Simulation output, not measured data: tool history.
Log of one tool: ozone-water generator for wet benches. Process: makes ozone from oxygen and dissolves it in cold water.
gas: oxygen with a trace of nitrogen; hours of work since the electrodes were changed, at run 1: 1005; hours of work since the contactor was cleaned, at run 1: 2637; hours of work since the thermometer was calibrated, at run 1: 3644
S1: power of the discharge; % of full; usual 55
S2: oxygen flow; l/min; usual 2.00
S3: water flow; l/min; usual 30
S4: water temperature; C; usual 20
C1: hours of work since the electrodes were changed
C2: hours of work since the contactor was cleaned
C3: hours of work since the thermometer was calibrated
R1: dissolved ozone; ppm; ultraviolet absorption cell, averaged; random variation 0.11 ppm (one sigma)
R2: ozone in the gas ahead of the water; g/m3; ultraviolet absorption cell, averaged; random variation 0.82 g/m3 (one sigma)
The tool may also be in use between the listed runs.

Run 1, hour 0.0: usual settings; C1 1005; C2 2637; C3 3644. Result: R1 5.2 ppm, R2 123.2 g/m3.
Run 2, hour 40.9: usual settings but S4 22 C; C1 1033; C2 2665; C3 3673. Result: R1 4.9 ppm, R2 125.7 g/m3.
Run 3, hour 91.7: usual settings but S4 22 C; C1 1069; C2 2701; C3 3709. Result: R1 5.2 ppm, R2 122.4 g/m3.
Run 4, hour 134.9: usual settings but S4 25 C; C1 1099; C2 2731; C3 3739. Result: R1 5.0 ppm, R2 122.5 g/m3.
Run 5, hour 169.5: usual settings but S3 45 l/min, S4 25 C; C1 1123; C2 2755; C3 3763. Result: R1 3.2 ppm, R2 124.2 g/m3.
Run 6, hour 219.9: usual settings but S3 34 l/min, S4 25 C; C1 1159; C2 2791; C3 3799. Result: R1 4.4 ppm, R2 123.4 g/m3.
Run 7, hour 252.3: usual settings but S3 34 l/min, S4 25 C; C1 1182; C2 2814; C3 3822. Result: R1 4.4 ppm, R2 122.9 g/m3.
Run 8, hour 301.6: usual settings but S3 27 l/min; C1 1216; C2 2848; C3 3856. Result: R1 6.0 ppm, R2 122.5 g/m3.
Run 9, hour 342.1: usual settings but S2 1.07 l/min; C1 1245; C2 2877; C3 3885. Result: R1 3.9 ppm, R2 158.6 g/m3.
Run 10, hour 380.8: usual settings but S2 1.07 l/min; C1 1272; C2 2904; C3 3912. Result: R1 4.1 ppm, R2 159.0 g/m3.
Run 11, hour 405.3: usual settings but S4 14 C; C1 1289; C2 2921; C3 3929. Result: R1 5.3 ppm, R2 122.1 g/m3.
Run 12, hour 444.9: usual settings; C1 1317; C2 2949; C3 3957. Result: R1 5.3 ppm, R2 123.8 g/m3.
Run 13, hour 471.6: usual settings; C1 1336; C2 2968; C3 3976. Result: R1 5.2 ppm, R2 121.4 g/m3.
Run 14, hour 519.1: usual settings; C1 1369; C2 3001; C3 4009. Result: R1 5.3 ppm, R2 121.4 g/m3.
Run 15, hour 568.6: usual settings; C1 1404; C2 3036; C3 4044. Result: R1 5.3 ppm, R2 121.3 g/m3.
Run 16, hour 606.4: usual settings; C1 1430; C2 3062; C3 4070. Result: R1 5.2 ppm, R2 122.4 g/m3.
Run 17, hour 638.0: usual settings but S2 1.73 l/min; C1 1452; C2 3084; C3 4092. Result: R1 4.9 ppm, R2 128.7 g/m3.
Run 18, hour 663.0: usual settings but S4 12 C; C1 1470; C2 3102; C3 4110. Result: R1 5.4 ppm, R2 121.1 g/m3.
Run 19, hour 702.0: usual settings but S1 82 % of full, S3 41 l/min, S4 12 C; C1 1497; C2 3129; C3 4137. Result: R1 4.8 ppm, R2 156.9 g/m3.
Run 20, hour 738.3: usual settings but S1 82 % of full, S3 41 l/min, S4 12 C; C1 1523; C2 3155; C3 4163. Result: R1 4.6 ppm, R2 155.7 g/m3.
Run 21, hour 782.9: usual settings but S1 87 % of full, S2 1.17 l/min, S3 45 l/min, S4 25 C; C1 1554; C2 3186; C3 4194. Result: R1 3.2 ppm, R2 202.2 g/m3.
Run 22, hour 807.6: usual settings but S1 58 % of full, S2 1.91 l/min, S3 33 l/min, S4 25 C; C1 1571; C2 3203; C3 4211. Result: R1 4.6 ppm, R2 127.8 g/m3.
Run 23, hour 833.4: usual settings but S1 84 % of full; C1 1589; C2 3221; C3 4229. Result: R1 6.7 ppm, R2 160.0 g/m3.
Run 24, hour 854.9: usual settings but S1 80 % of full, S2 1.31 l/min, S4 25 C; C1 1605; C2 3237; C3 4245. Result: R1 5.2 ppm, R2 183.0 g/m3.
Run 25, hour 875.5: usual settings but S1 98 % of full, S2 1.36 l/min; C1 1619; C2 3251; C3 4259. Result: R1 6.4 ppm, R2 203.4 g/m3.
Run 26, hour 903.2: usual settings but S1 43 % of full, S2 1.04 l/min, S4 19 C; C1 1639; C2 3271; C3 4278. Result: R1 3.2 ppm, R2 135.1 g/m3.
Run 27, hour 935.9: usual settings but S2 2.83 l/min, S3 19 l/min; C1 1661; C2 3293; C3 4301. Result: R1 9.1 ppm, R2 105.0 g/m3.
Run 28, hour 985.6: usual settings but S2 1.66 l/min, S3 19 l/min; C1 1696; C2 3328; C3 4336. Result: R1 7.7 ppm, R2 129.0 g/m3.
Run 29, hour 1032.1: usual settings but S3 40 l/min; C1 1729; C2 3361; C3 4369. Result: R1 3.7 ppm, R2 121.6 g/m3.
Run 30, hour 1072.3: usual settings but S1 46 % of full, S2 3.02 l/min, S3 40 l/min, S4 15 C; C1 1757; C2 3389; C3 4397. Result: R1 4.0 ppm, R2 90.6 g/m3.
Run 31, hour 1094.3: usual settings but S1 46 % of full, S2 3.02 l/min, S3 40 l/min, S4 15 C; C1 1773; C2 3405; C3 4413. Result: R1 4.0 ppm, R2 90.4 g/m3.
Run 32, hour 1139.5: usual settings but S4 15 C; C1 1804; C2 3436; C3 4444. Result: R1 5.3 ppm, R2 119.6 g/m3.

Forecast each of these 5 alternatives for the next run:
Run A, hour 1165.2: usual settings but S1 72 % of full; C1 1822; C2 3454; C3 4462. Result: R1 ?, R2 ?.
Run B, hour 1165.2: usual settings but S1 58 % of full, S3 33 l/min, S4 21 C; C1 1822; C2 3454; C3 4462. Result: R1 ?, R2 ?.
Run C, hour 1165.2: usual settings but S4 24 C; C1 1822; C2 3454; C3 4462. Result: R1 ?, R2 ?.
Run D, hour 1165.2: usual settings but S4 27 C; C1 1822; C2 3454; C3 4462. Result: R1 ?, R2 ?.
Run E, hour 1165.2: usual settings but S1 90 % of full; C1 1822; C2 3454; C3 4462. Result: R1 ?, R2 ?.

run   R1     R2
  A  6.1  141.5
  B  4.7  123.6
  C  5.0  119.4
  D  5.1  119.8
  E  6.9  163.3
Without the tool's hidden state the same runs would have given:
run   R1     R2
  A  6.9  154.3
  B  5.2  133.2
  C  5.5  128.3
  D  5.6  128.7
  E  7.8  180.2
